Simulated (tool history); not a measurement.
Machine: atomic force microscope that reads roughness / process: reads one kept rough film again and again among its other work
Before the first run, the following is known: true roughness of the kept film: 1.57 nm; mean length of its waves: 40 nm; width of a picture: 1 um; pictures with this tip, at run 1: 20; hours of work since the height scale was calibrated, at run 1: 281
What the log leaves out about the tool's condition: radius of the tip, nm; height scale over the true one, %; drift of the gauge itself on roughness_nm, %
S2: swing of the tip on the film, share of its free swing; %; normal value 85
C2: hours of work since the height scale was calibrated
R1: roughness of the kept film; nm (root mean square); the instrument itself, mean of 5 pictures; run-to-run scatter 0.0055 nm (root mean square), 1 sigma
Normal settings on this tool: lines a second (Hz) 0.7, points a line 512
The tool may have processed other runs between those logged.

{"run": 1, "hour": 0.0, "lines a second (Hz)": 0.7, "S2": 85, "points a line": 512, "pictures with this tip": 20, "C2": 281, "R1": 1.438}
{"run": 2, "hour": 22.8, "lines a second (Hz)": 0.7, "S2": 85, "points a line": 512, "pictures with this tip": 51, "C2": 298, "R1": 1.417}
{"run": 3, "hour": 45.1, "lines a second (Hz)": 0.7, "S2": 85, "points a line": 512, "pictures with this tip": 81, "C2": 315, "R1": 1.417}
{"run": 4, "hour": 58.1, "lines a second (Hz)": 0.7, "S2": 85, "points a line": 512, "pictures with this tip": 99, "C2": 324, "R1": 1.423}
{"run": 5, "hour": 75.0, "lines a second (Hz)": 0.7, "S2": 85, "points a line": 512, "pictures with this tip": 122, "C2": 337, "R1": 1.405}
{"run": 6, "hour": 96.5, "lines a second (Hz)": 0.7, "S2": 85, "points a line": 512, "pictures with this tip": 151, "C2": 353, "R1": 1.394}
{"run": 7, "hour": 114.4, "lines a second (Hz)": 0.7, "S2": 85, "points a line": 512, "pictures with this tip": 175, "C2": 367, "R1": 1.385}
{"run": 8, "hour": 127.2, "lines a second (Hz)": 0.7, "S2": 85, "points a line": 512, "pictures with this tip": 193, "C2": 376, "R1": 1.387}
{"run": 9, "hour": 145.3, "lines a second (Hz)": 0.7, "S2": 85, "points a line": 512, "pictures with this tip": 217, "C2": 390, "R1": 1.38}
{"run": 10, "hour": 162.9, "lines a second (Hz)": 0.7, "S2": 80, "points a line": 512, "pictures with this tip": 241, "C2": 403, "R1": 1.389}
{"hour": 189.9, "done": "new tip fitted"}
{"run": 11, "hour": 190.5, "lines a second (Hz)": 0.7, "S2": 80, "points a line": 512, "pictures with this tip": 1, "C2": 423, "R1": 1.461}
{"run": 12, "hour": 210.2, "lines a second (Hz)": 0.7, "S2": 80, "points a line": 512, "pictures with this tip": 28, "C2": 438, "R1": 1.444}
{"run": 13, "hour": 226.3, "lines a second (Hz)": 0.7, "S2": 85, "points a line": 311, "pictures with this tip": 50, "C2": 450, "R1": 1.418}
{"run": 14, "hour": 241.0, "lines a second (Hz)": 0.7, "S2": 85, "points a line": 512, "pictures with this tip": 70, "C2": 461, "R1": 1.422}
{"run": 15, "hour": 265.4, "lines a second (Hz)": 0.7, "S2": 85, "points a line": 512, "pictures with this tip": 103, "C2": 479, "R1": 1.406}
{"run": 16, "hour": 281.9, "lines a second (Hz)": 0.7, "S2": 86, "points a line": 512, "pictures with this tip": 125, "C2": 492, "R1": 1.399}
{"run": 17, "hour": 300.1, "lines a second (Hz)": 0.7, "S2": 64, "points a line": 512, "pictures with this tip": 150, "C2": 505, "R1": 1.445}
{"run": 18, "hour": 312.8, "lines a second (Hz)": 0.7, "S2": 64, "points a line": 512, "pictures with this tip": 167, "C2": 515, "R1": 1.433}
{"run": 19, "hour": 327.7, "lines a second (Hz)": 0.612, "S2": 85, "points a line": 512, "pictures with this tip": 188, "C2": 526, "R1": 1.393}
{"run": 20, "hour": 342.3, "lines a second (Hz)": 0.7, "S2": 85, "points a line": 647, "pictures with this tip": 207, "C2": 537, "R1": 1.379}
{"run": 21, "hour": 360.0, "lines a second (Hz)": 0.7, "S2": 85, "points a line": 647, "pictures with this tip": 232, "C2": 550, "R1": 1.377}
{"run": 22, "hour": 371.8, "lines a second (Hz)": 0.7, "S2": 85, "points a line": 647, "pictures with this tip": 248, "C2": 559, "R1": 1.367}
{"hour": 394.4, "done": "new tip fitted"}
{"run": 23, "hour": 398.2, "lines a second (Hz)": 0.7, "S2": 85, "points a line": 647, "pictures with this tip": 5, "C2": 578, "R1": 1.451}
{"run": 24, "hour": 413.9, "lines a second (Hz)": 0.7, "S2": 85, "points a line": 647, "pictures with this tip": 26, "C2": 590, "R1": 1.442}
{"run": 25, "hour": 437.9, "lines a second (Hz)": 0.55, "S2": 81, "points a line": 287, "pictures with this tip": 59, "C2": 608, "R1": 1.445}
{"run": 26, "hour": 452.9, "lines a second (Hz)": 0.7, "S2": 87, "points a line": 315, "pictures with this tip": 79, "C2": 619, "R1": 1.402}
{"run": 27, "hour": 464.2, "lines a second (Hz)": 0.738, "S2": 63, "points a line": 512, "pictures with this tip": 94, "C2": 628, "R1": 1.459}
{"run": 28, "hour": 478.7, "lines a second (Hz)": 0.796, "S2": 85, "points a line": 291, "pictures with this tip": 114, "C2": 639, "R1": 1.384}
{"run": 29, "hour": 499.1, "lines a second (Hz)": 0.53, "S2": 88, "points a line": 414, "pictures with this tip": 142, "C2": 654, "R1": 1.416}
{"run": 30, "hour": 520.5, "lines a second (Hz)": 0.543, "S2": 85, "points a line": 473, "pictures with this tip": 171, "C2": 670, "R1": 1.403}
{"run": 31, "hour": 541.4, "lines a second (Hz)": 2.163, "S2": 84, "points a line": 512, "pictures with this tip": 199, "C2": 686, "R1": 1.241}
{"run": 32, "hour": 567.7, "lines a second (Hz)": 2.163, "S2": 84, "points a line": 512, "pictures with this tip": 235, "C2": 705, "R1": 1.243}
{"run": 33, "hour": 581.6, "lines a second (Hz)": 0.941, "S2": 85, "points a line": 512, "pictures with this tip": 254, "C2": 716, "R1": 1.339}
{"hour": 598.9, "done": "new tip fitted"}
{"run": 34, "hour": 605.4, "lines a second (Hz)": 0.941, "S2": 85, "points a line": 512, "pictures with this tip": 9, "C2": 733, "R1": 1.409}
{"run": 35, "hour": 616.8, "lines a second (Hz)": 0.941, "S2": 85, "points a line": 512, "pictures with this tip": 24, "C2": 742, "R1": 1.405}
{"run": 36, "hour": 628.1, "lines a second (Hz)": 3.539, "S2": 85, "points a line": 707, "pictures with this tip": 40, "C2": 750, "R1": 1.164}
{"run": 37, "hour": 644.9, "lines a second (Hz)": 2.658, "S2": 60, "points a line": 317, "pictures with this tip": 62, "C2": 763, "R1": 1.418}
{"run": 38, "hour": 670.2, "lines a second (Hz)": 2.658, "S2": 60, "points a line": 317, "pictures with this tip": 97, "C2": 782, "R1": 1.395}
{"run": 39, "hour": 691.2, "lines a second (Hz)": 0.733, "S2": 72, "points a line": 912, "pictures with this tip": 125, "C2": 798, "R1": 1.436}
{"run": 40, "hour": 711.2, "lines a second (Hz)": 0.733, "S2": 72, "points a line": 864, "pictures with this tip": 152, "C2": 812, "R1": 1.422}
{"run": 41, "hour": 723.0, "lines a second (Hz)": 0.733, "S2": 72, "points a line": 864, "pictures with this tip": 168, "C2": 821, "R1": 1.42}
{"run": 42, "hour": 749.0, "lines a second (Hz)": 0.537, "S2": 80, "points a line": 512, "pictures with this tip": 204, "C2": 841, "R1": 1.404}
{"run": 43, "hour": 774.0, "lines a second (Hz)": 0.537, "S2": 80, "points a line": 512, "pictures with this tip": 238, "C2": 860, "R1": 1.398}
{"run": 44, "hour": 788.4, "lines a second (Hz)": 1.494, "S2": 89, "points a line": 489, "pictures with this tip": 257, "C2": 870, "R1": 1.248}
{"hour": 803.5, "done": "new tip fitted"}
{"run": 45, "hour": 812.2, "lines a second (Hz)": 2.046, "S2": 59, "points a line": 489, "pictures with this tip": 12, "C2": 888, "R1": 1.46}

Below, each run's measurement less what the same run would have read without the hidden state. Both values contain the same run-to-run variation, but the gauge's scatter may not be the same in both:
run=1 R1=-0.011
run=2 R1=-0.02
run=3 R1=-0.029
run=4 R1=-0.035
run=5 R1=-0.042
run=6 R1=-0.051
run=7 R1=-0.059
run=8 R1=-0.064
run=9 R1=-0.071
run=10 R1=-0.078
run=11 R1=-0.009
run=12 R1=-0.017
run=13 R1=-0.023
run=14 R1=-0.029
run=15 R1=-0.039
run=16 R1=-0.045
run=17 R1=-0.054
run=18 R1=-0.06
run=19 R1=-0.065
run=20 R1=-0.069
run=21 R1=-0.077
run=22 R1=-0.081
run=23 R1=-0.01
run=24 R1=-0.017
run=25 R1=-0.028
run=26 R1=-0.033
run=27 R1=-0.04
run=28 R1=-0.044
run=29 R1=-0.053
run=30 R1=-0.062
run=31 R1=-0.062
run=32 R1=-0.072
run=33 R1=-0.082
run=34 R1=-0.014
run=35 R1=-0.018
run=36 R1=-0.019
run=37 R1=-0.031
run=38 R1=-0.04
run=39 R1=-0.05
run=40 R1=-0.058
run=41 R1=-0.063
run=42 R1=-0.073
run=43 R1=-0.082
run=44 R1=-0.08
run=45 R1=-0.018

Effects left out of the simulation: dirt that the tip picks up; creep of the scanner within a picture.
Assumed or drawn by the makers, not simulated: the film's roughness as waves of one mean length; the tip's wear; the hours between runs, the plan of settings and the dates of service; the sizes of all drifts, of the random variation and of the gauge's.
